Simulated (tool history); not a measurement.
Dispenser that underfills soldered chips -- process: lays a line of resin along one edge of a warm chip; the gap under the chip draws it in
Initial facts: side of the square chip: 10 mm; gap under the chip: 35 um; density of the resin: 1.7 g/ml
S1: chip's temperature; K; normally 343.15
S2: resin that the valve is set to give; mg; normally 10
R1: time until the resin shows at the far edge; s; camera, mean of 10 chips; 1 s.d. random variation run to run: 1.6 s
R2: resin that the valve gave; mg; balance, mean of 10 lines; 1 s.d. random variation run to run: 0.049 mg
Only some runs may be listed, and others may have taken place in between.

run	hour	S1	S2	R1	R2
1	0	343.15	10	243.2	9.54
2	9.6	349.15	10	144	9.42
3	15.2	349.15	10	172.7	9.43
4	27.1	330.15	10	381	9.94
5	34.9	330.15	10	480	9.95
6	44.5	330.15	10	381.8	9.89
7	55.6	351.15	10	111.1	9.82
8	61.3	343.15	10	195.5	9.7
9	68.4	343.15	10	245.9	9.73
10	74.3	346.15	10	153.4	9.68
11	79.1	346.15	10	177.5	9.75
12	85.3	346.15	10	214.5	9.71
13	92.4	343.15	10.3	179.6	9.92
14	98.6	343.15	10.3	213.9	9.93
15	106.6	343.15	10.3	162.5	9.88
16	112.9	339.15	10	248.5	9.52
17	123.1	343.15	10	167.6	9.48
18	130.8	343.15	10	212.6	9.38
19	137.8	343.15	10	148.4	10.01
20	145.9	338.15	10.3	247.3	10.27
21	151.9	338.15	9.4	301	9.33
22	157.8	357.15	8.6	89	8.52
23	162.7	357.15	10.5	100.5	10.31
24	170.9	357.15	10.5	74.8	10.27
25	177.5	358.15	12.9	86.7	12.53
26	187.8	343.15	12.7	151.5	12.33
27	193	343.15	10.6	178.7	10.28
28	199.6	341.15	11.2	242.2	10.82
29	209.8	341.15	11.2	195.2	10.81
30	216.2	332.15	10.3	381	9.89
31	221.5	332.15	10.3	259.1	9.77
32	231.7	343.15	10.3	200	9.73
33	237.8	330.15	9.4	290.2	8.85
34	243.3	330.15	9.4	344	8.91
35	254.1	330.15	9.4	466.6	9.28
36	259.3	330.15	10.1	317.9	9.95

Not shown: 19 entries that the log had between the listed runs. Between which runs, and how does the tool's hidden state differ before and after?
Runs 1 to 2: new syringe of resin (hour 2)
  resin's viscosity, % of fresh resin's: 158.5 -> 126.1; dose that the valve gives, % of what is set: 94.78 -> 94.2; true chip temperature over the reading, C: 0.28 -> 0.33
  measured value less the no-hidden-state value, R1: +88.4 -> +28.6 s; R2: -0.52 -> -0.58 mg
Runs 3 to 4: new syringe of resin (hour 18.6); dispensing valve cleaned and set on the balance (hour 20.7)
  resin's viscosity, % of fresh resin's: 151 -> 126.8; dose that the valve gives, % of what is set: 93.91 -> 99.83; true chip temperature over the reading, C: 0.35 -> 0.39
  measured value less the no-hidden-state value, R1: +56.9 -> +74 s; R2: -0.61 -> -0.02 mg
Runs 5 to 6: new syringe of resin (hour 36.6)
  resin's viscosity, % of fresh resin's: 163 -> 129; dose that the valve gives, % of what is set: 99.4 -> 98.85; true chip temperature over the reading, C: 0.42 -> 0.47
  measured value less the no-hidden-state value, R1: +178.8 -> +78.5 s; R2: -0.06 -> -0.11 mg
Runs 6 to 7: new syringe of resin (hour 53.1)
  resin's viscosity, % of fresh resin's: 129 -> 109.1; dose that the valve gives, % of what is set: 98.85 -> 98.25; true chip temperature over the reading, C: 0.47 -> 0.51
  measured value less the no-hidden-state value, R1: +78.5 -> +6.8 s; R2: -0.11 -> -0.18 mg
Runs 9 to 10: new syringe of resin (hour 69.6)
  resin's viscosity, % of fresh resin's: 164.4 -> 117.1; dose that the valve gives, % of what is set: 97.48 -> 97.2; true chip temperature over the reading, C: 0.57 -> 0.59
  measured value less the no-hidden-state value, R1: +92.5 -> +18.9 s; R2: -0.26 -> -0.28 mg
Runs 12 to 13: new syringe of resin (hour 86.5)
  resin's viscosity, % of fresh resin's: 166.8 -> 120.6; dose that the valve gives, % of what is set: 96.65 -> 96.26; true chip temperature over the reading, C: 0.64 -> 0.67
  measured value less the no-hidden-state value, R1: +82.2 -> +26.1 s; R2: -0.33 -> -0.39 mg
Runs 14 to 15: new syringe of resin (hour 103)
  resin's viscosity, % of fresh resin's: 146.9 -> 111; dose that the valve gives, % of what is set: 95.93 -> 95.51; true chip temperature over the reading, C: 0.7 -> 0.73
  measured value less the no-hidden-state value, R1: +63.8 -> +11.1 s; R2: -0.42 -> -0.47 mg
Runs 16 to 17: new syringe of resin (hour 119.6)
  resin's viscosity, % of fresh resin's: 135.9 -> 112.3; dose that the valve gives, % of what is set: 95.13 -> 94.54; true chip temperature over the reading, C: 0.76 -> 0.8
  measured value less the no-hidden-state value, R1: +59.2 -> +13.1 s; R2: -0.48 -> -0.55 mg
Runs 18 to 19: dispensing valve cleaned and set on the balance (hour 134.1); new syringe of resin (hour 137.5)
  resin's viscosity, % of fresh resin's: 143.6 -> 100.7; dose that the valve gives, % of what is set: 94.06 -> 99.9; true chip temperature over the reading, C: 0.83 -> 0.85
  measured value less the no-hidden-state value, R1: +59.2 -> -5.4 s; R2: -0.6 -> -0.01 mg
Runs 21 to 22: new syringe of resin (hour 153.9)
  resin's viscosity, % of fresh resin's: 157.5 -> 114.1; dose that the valve gives, % of what is set: 99.08 -> 98.78; true chip temperature over the reading, C: 0.91 -> 0.93
  measured value less the no-hidden-state value, R1: +100.8 -> +7.7 s; R2: -0.09 -> -0.1 mg
Runs 23 to 24: new syringe of resin (hour 170.7)
  resin's viscosity, % of fresh resin's: 133.5 -> 101.2; dose that the valve gives, % of what is set: 98.5 -> 98.07; true chip temperature over the reading, C: 0.95 -> 0.99
  measured value less the no-hidden-state value, R1: +21.8 -> -2.4 s; R2: -0.16 -> -0.2 mg
Runs 25 to 26: new syringe of resin (hour 187.5)
  resin's viscosity, % of fresh resin's: 124.8 -> 103.3; dose that the valve gives, % of what is set: 97.72 -> 97.18; true chip temperature over the reading, C: 1.02 -> 1.06
  measured value less the no-hidden-state value, R1: +13.9 -> -3.1 s; R2: -0.29 -> -0.36 mg
Runs 28 to 29: new syringe of resin (hour 204.1)
  resin's viscosity, % of fresh resin's: 150.3 -> 121.7; dose that the valve gives, % of what is set: 96.57 -> 96.01; true chip temperature over the reading, C: 1.11 -> 1.15
  measured value less the no-hidden-state value, R1: +72 -> +25.5 s; R2: -0.38 -> -0.45 mg
Runs 30 to 31: new syringe of resin (hour 221.3)
  resin's viscosity, % of fresh resin's: 149.1 -> 101.2; dose that the valve gives, % of what is set: 95.63 -> 95.37; true chip temperature over the reading, C: 1.18 -> 1.2
  measured value less the no-hidden-state value, R1: +109.8 -> -13 s; R2: -0.45 -> -0.47 mg
Runs 32 to 33: new syringe of resin (hour 237.8)
  resin's viscosity, % of fresh resin's: 140 -> 100.6; dose that the valve gives, % of what is set: 94.79 -> 94.46; true chip temperature over the reading, C: 1.25 -> 1.27
  measured value less the no-hidden-state value, R1: +48.6 -> -16.4 s; R2: -0.54 -> -0.52 mg
Runs 34 to 35: dispensing valve cleaned and set on the balance (hour 248.4)
  resin's viscosity, % of fresh resin's: 119.6 -> 163.7; dose that the valve gives, % of what is set: 94.17 -> 99.49; true chip temperature over the reading, C: 1.29 -> 1.33
  measured value less the no-hidden-state value, R1: +38.1 -> +160.4 s; R2: -0.55 -> -0.05 mg
Runs 35 to 36: new syringe of resin (hour 255.4)
  resin's viscosity, % of fresh resin's: 163.7 -> 113.1; dose that the valve gives, % of what is set: 99.49 -> 99.23; true chip temperature over the reading, C: 1.33 -> 1.35
  measured value less the no-hidden-state value, R1: +160.4 -> +15.5 s; R2: -0.05 -> -0.08 mg
